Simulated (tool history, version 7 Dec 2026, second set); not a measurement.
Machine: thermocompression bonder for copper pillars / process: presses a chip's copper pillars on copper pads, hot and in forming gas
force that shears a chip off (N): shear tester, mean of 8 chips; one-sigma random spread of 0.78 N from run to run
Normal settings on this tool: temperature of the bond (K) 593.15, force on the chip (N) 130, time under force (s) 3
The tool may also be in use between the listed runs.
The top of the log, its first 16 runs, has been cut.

| run | day | temperature of the bond (K) | force on the chip (N) | time under force (s) | hours of work since the heater was calibrated | hours of work since the force cell was calibrated | hours of work since the gas filter was changed | force that shears a chip off (N) |
|---|---|---|---|---|---|---|---|---|
| 17 | 22.100 | 593.15 | 130 | 3 | 1326 | 738 | 61 | 52.8 |
|  | 22.842 | heater calibrated with a thermocouple chip |
| 18 | 23.575 | 593.15 | 130 | 8 | 12 | 762 | 84 | 66.1 |
| 19 | 24.696 | 593.15 | 130 | 8 | 32 | 781 | 103 | 65.4 |
|  | 25.133 | forming gas filter changed |
| 20 | 26.433 | 593.15 | 130 | 3 | 61 | 810 | 22 | 52.2 |
| 21 | 28.029 | 593.15 | 191 | 7 | 88 | 837 | 49 | 77.9 |
| 22 | 29.200 | 598.15 | 149 | 2 | 108 | 857 | 69 | 48.2 |
| 23 | 30.900 | 593.15 | 149 | 2 | 137 | 886 | 98 | 45.1 |
|  | 31.554 | forming gas filter changed |
|  | 32.096 | heater calibrated with a thermocouple chip, once more |
| 24 | 32.833 | 566.15 | 126 | 4 | 13 | 918 | 20 | 46.7 |
| 25 | 33.925 | 593.15 | 162 | 4 | 31 | 936 | 39 | 70.3 |
| 26 | 35.554 | 586.15 | 162 | 7 | 59 | 964 | 67 | 75.6 |
| 27 | 36.838 | 593.15 | 130 | 7 | 81 | 986 | 89 | 70.9 |
|  | 38.079 | forming gas filter changed |
| 28 | 38.079 | 582.15 | 89 | 4 | 101 | 1006 | 0 | 47.3 |
| 29 | 39.858 | 582.15 | 89 | 4 | 132 | 1037 | 30 | 45.7 |
| 30 | 41.558 | 582.15 | 89 | 4 | 161 | 1066 | 59 | 43.5 |
| 31 | 42.608 | 582.15 | 89 | 4 | 179 | 1084 | 77 | 43.3 |
| 32 | 44.425 | 574.15 | 134 | 4 | 209 | 1114 | 108 | 49.1 |
|  | 44.567 | forming gas filter changed |
| 33 | 46.271 | 574.15 | 134 | 4 | 241 | 1146 | 29 | 53.0 |
| 34 | 48.325 | 600.15 | 97 | 4 | 276 | 1181 | 64 | 55.6 |
| 35 | 49.704 | 600.15 | 97 | 4 | 299 | 1204 | 87 | 53.9 |
|  | 50.975 | forming gas filter changed |
| 36 | 51.183 | 601.15 | 170 | 3 | 324 | 1229 | 4 | 72.6 |
| 37 | 52.362 | 590.15 | 96 | 3 | 344 | 1249 | 24 | 46.5 |
| 38 | 53.946 | 570.15 | 130 | 4 | 371 | 1276 | 51 | 49.1 |
| 39 | 55.217 | 614.15 | 128 | 4 | 393 | 1298 | 72 | 71.2 |

Alternative continuations, all from the tool just after run 39; predict every row:
| A | 56.162 | 594.15 | 92 | 4 | 409 | 1314 | 88 | ? |
| B | 56.162 | 598.15 | 81 | 3 | 409 | 1314 | 88 | ? |
| C | 56.162 | 570.15 | 147 | 3 | 409 | 1314 | 88 | ? |
| D | 56.162 | 595.15 | 130 | 3 | 409 | 1314 | 88 | ? |

| run | force that shears a chip off (N) |
|---|---|
| A | 48.0 |
| B | 42.3 |
| C | 45.1 |
| D | 54.3 |
Without the tool's unlogged condition, the same runs would have read:
| run | force that shears a chip off (N) |
|---|---|
| A | 52.8 |
| B | 46.5 |
| C | 49.6 |
| D | 59.7 |
